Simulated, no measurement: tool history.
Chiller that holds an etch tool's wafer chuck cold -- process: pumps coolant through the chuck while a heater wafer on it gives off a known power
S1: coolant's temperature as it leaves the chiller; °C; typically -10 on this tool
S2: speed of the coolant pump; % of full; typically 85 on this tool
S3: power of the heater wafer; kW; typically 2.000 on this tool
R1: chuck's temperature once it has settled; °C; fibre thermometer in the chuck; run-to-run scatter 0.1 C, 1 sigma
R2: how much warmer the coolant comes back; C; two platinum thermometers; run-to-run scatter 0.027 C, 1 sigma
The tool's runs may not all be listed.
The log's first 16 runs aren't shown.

run 17 day=103.912 | S1=-10 S2=65 S3=2.000 | R1=16.3 R2=7.04
run 18 day=111.450 | S1=-1 S2=76 S3=2.000 | R1=22.5 R2=6.04
run 19 day=115.829 | S1=-19 S2=67 S3=2.110 | R1=8.1 R2=7.21
run 20 day=121.804 | S1=-19 S2=65 S3=2.233 | R1=10.2 R2=7.87
run 21 day=129.600 | S1=-16 S2=85 S3=2.365 | R1=9.4 R2=6.43
run 22 day=137.562 | S1=-16 S2=68 S3=1.011 | R1=-3.1 R2=3.63
-- day=146.121 gauge calibrated
run 23 day=146.121 | S1=-16 S2=68 S3=1.011 | R1=-3.1 R2=3.20
run 24 day=150.125 | S1=-19 S2=87 S3=1.971 | R1=1.7 R2=4.95
run 25 day=155.379 | S1=-19 S2=87 S3=1.971 | R1=1.8 R2=4.98
run 26 day=162.346 | S1=-6 S2=83 S3=1.262 | R1=7.9 R2=3.37
run 27 day=168.833 | S1=-6 S2=83 S3=1.262 | R1=7.8 R2=3.36
-- day=175.238 chiller's thermometer calibrated
run 28 day=177.192 | S1=-3 S2=83 S3=1.262 | R1=10.7 R2=3.39
run 29 day=183.025 | S1=-3 S2=83 S3=1.262 | R1=10.7 R2=3.46
run 30 day=187.388 | S1=-3 S2=83 S3=1.262 | R1=10.8 R2=3.43
run 31 day=191.654 | S1=-3 S2=83 S3=1.864 | R1=17.4 R2=5.02

Here are 5 independent what-if runs from the current tool condition. What would each one return?
run A day=198.571 | S1=-19 S2=83 S3=1.864 | R1=? R2=?
run B day=198.571 | S1=-10 S2=83 S3=1.864 | R1=? R2=?
run C day=198.571 | S1=-3 S2=95 S3=1.864 | R1=? R2=?
run D day=198.571 | S1=-3 S2=76 S3=1.864 | R1=? R2=?
run E day=198.571 | S1=-2 S2=85 S3=2.828 | R1=? R2=?

run=A R1=1.4 R2=5.00
run=B R1=10.4 R2=5.10
run=C R1=15.5 R2=4.43
run=D R1=18.7 R2=5.56
run=E R1=28.3 R2=7.41
Without the tool's unlogged condition, the same runs would have read:
run=A R1=1.4 R2=4.83
run=B R1=10.4 R2=4.93
run=C R1=15.4 R2=4.26
run=D R1=18.6 R2=5.38
run=E R1=28.2 R2=7.23
